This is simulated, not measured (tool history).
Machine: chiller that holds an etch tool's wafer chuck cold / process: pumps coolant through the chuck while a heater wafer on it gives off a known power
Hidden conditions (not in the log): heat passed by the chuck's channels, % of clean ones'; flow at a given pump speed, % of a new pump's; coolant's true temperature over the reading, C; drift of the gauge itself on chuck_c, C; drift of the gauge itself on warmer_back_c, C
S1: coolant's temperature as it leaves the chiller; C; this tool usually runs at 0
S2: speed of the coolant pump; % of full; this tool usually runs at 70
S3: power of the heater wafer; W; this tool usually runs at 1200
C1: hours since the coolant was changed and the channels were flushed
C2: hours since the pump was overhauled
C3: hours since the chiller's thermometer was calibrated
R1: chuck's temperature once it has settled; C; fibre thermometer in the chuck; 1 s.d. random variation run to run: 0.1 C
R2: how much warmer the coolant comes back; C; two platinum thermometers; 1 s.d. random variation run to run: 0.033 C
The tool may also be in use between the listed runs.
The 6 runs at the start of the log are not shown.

{"run": 7, "hour": 415.8, "S1": 1, "S2": 70, "S3": 1200, "C1": 2355, "C2": 2220, "C3": 2490, "R1": 13.7, "R2": 4.15}
{"run": 8, "hour": 510.3, "S1": 1, "S2": 70, "S3": 1200, "C1": 2450, "C2": 2315, "C3": 2584, "R1": 13.9, "R2": 4.15}
{"run": 9, "hour": 581.7, "S1": 1, "S2": 70, "S3": 1200, "C1": 2521, "C2": 2386, "C3": 2656, "R1": 13.8, "R2": 4.17}
{"run": 10, "hour": 659.8, "S1": 1, "S2": 70, "S3": 1200, "C1": 2599, "C2": 2464, "C3": 2734, "R1": 13.8, "R2": 4.2}
{"run": 11, "hour": 740.1, "S1": 1, "S2": 70, "S3": 1200, "C1": 2679, "C2": 2544, "C3": 2814, "R1": 13.7, "R2": 4.09}
{"run": 12, "hour": 810.9, "S1": 0, "S2": 70, "S3": 1200, "C1": 2750, "C2": 2615, "C3": 2885, "R1": 12.7, "R2": 4.11}
{"run": 13, "hour": 861.7, "S1": 0, "S2": 70, "S3": 1200, "C1": 2801, "C2": 2666, "C3": 2936, "R1": 12.7, "R2": 4.13}
{"run": 14, "hour": 921.1, "S1": 0, "S2": 70, "S3": 1200, "C1": 2860, "C2": 2725, "C3": 2995, "R1": 12.7, "R2": 4.1}
{"run": 15, "hour": 1009.5, "S1": -3, "S2": 70, "S3": 1200, "C1": 2949, "C2": 2814, "C3": 3084, "R1": 9.7, "R2": 4.1}
{"run": 16, "hour": 1102.5, "S1": -3, "S2": 70, "S3": 1200, "C1": 3042, "C2": 2907, "C3": 3177, "R1": 9.8, "R2": 4.05}
{"run": 17, "hour": 1165.2, "S1": -3, "S2": 70, "S3": 1200, "C1": 3104, "C2": 2970, "C3": 3239, "R1": 9.8, "R2": 4.02}
{"run": 18, "hour": 1242.4, "S1": 6, "S2": 63, "S3": 1200, "C1": 3182, "C2": 3047, "C3": 3317, "R1": 19.9, "R2": 4.58}
{"run": 19, "hour": 1289.0, "S1": 6, "S2": 63, "S3": 1200, "C1": 3228, "C2": 3093, "C3": 3363, "R1": 19.8, "R2": 4.55}
{"hour": 1372.6, "done": "chiller's thermometer calibrated"}
{"run": 20, "hour": 1386.5, "S1": 6, "S2": 63, "S3": 1200, "C1": 3325, "C2": 3190, "C3": 14, "R1": 20, "R2": 4.52}
{"run": 21, "hour": 1458.4, "S1": 8, "S2": 70, "S3": 613, "C1": 3397, "C2": 3262, "C3": 86, "R1": 14.6, "R2": 1.95}
{"run": 22, "hour": 1527.2, "S1": -5, "S2": 85, "S3": 1200, "C1": 3465, "C2": 3331, "C3": 155, "R1": 5.8, "R2": 3.21}
{"hour": 1595.7, "done": "coolant changed, channels flushed"}
{"run": 23, "hour": 1624.3, "S1": -5, "S2": 85, "S3": 1200, "C1": 29, "C2": 3422, "C3": 246, "R1": 5.8, "R2": 3.17}
{"run": 24, "hour": 1704.3, "S1": 4, "S2": 85, "S3": 709, "C1": 109, "C2": 3502, "C3": 326, "R1": 10.4, "R2": 1.72}
{"run": 25, "hour": 1758.4, "S1": 4, "S2": 85, "S3": 709, "C1": 163, "C2": 3556, "C3": 380, "R1": 10.3, "R2": 1.78}
{"run": 26, "hour": 1819.9, "S1": 7, "S2": 70, "S3": 1064, "C1": 224, "C2": 3617, "C3": 441, "R1": 18.3, "R2": 3.47}
{"run": 27, "hour": 1861.9, "S1": -5, "S2": 62, "S3": 699, "C1": 266, "C2": 3659, "C3": 483, "R1": 3.2, "R2": 2.54}
{"hour": 1884.1, "done": "coolant pump overhauled"}
{"run": 28, "hour": 1933.2, "S1": -2, "S2": 95, "S3": 826, "C1": 332, "C2": 49, "C3": 550, "R1": 4.9, "R2": 1.86}
{"run": 29, "hour": 1998.3, "S1": 7, "S2": 80, "S3": 1278, "C1": 398, "C2": 114, "C3": 615, "R1": 19.2, "R2": 3.61}
{"run": 30, "hour": 2098.4, "S1": 7, "S2": 80, "S3": 1278, "C1": 498, "C2": 214, "C3": 715, "R1": 19.2, "R2": 3.55}
{"run": 31, "hour": 2159.2, "S1": 7, "S2": 80, "S3": 1278, "C1": 558, "C2": 275, "C3": 776, "R1": 19.3, "R2": 3.54}

Alternative continuations, all from the tool just after run 31; predict every row:
{"run": "A", "hour": 2218.5, "S1": 7, "S2": 77, "S3": 1278, "C1": 618, "C2": 334, "C3": 835, "R1": "?", "R2": "?"}
{"run": "B", "hour": 2218.5, "S1": 0, "S2": 94, "S3": 1689, "C1": 618, "C2": 334, "C3": 835, "R1": "?", "R2": "?"}
{"run": "C", "hour": 2218.5, "S1": 7, "S2": 80, "S3": 620, "C1": 618, "C2": 334, "C3": 835, "R1": "?", "R2": "?"}

run=A R1=19.5 R2=3.74
run=B R1=14.1 R2=4.03
run=C R1=12.9 R2=1.59
With the hidden condition removed and each run's random variation left untouched, the same runs would have given:
run=A R1=19.5 R2=4.06
run=B R1=14.1 R2=4.35
run=C R1=12.9 R2=1.9
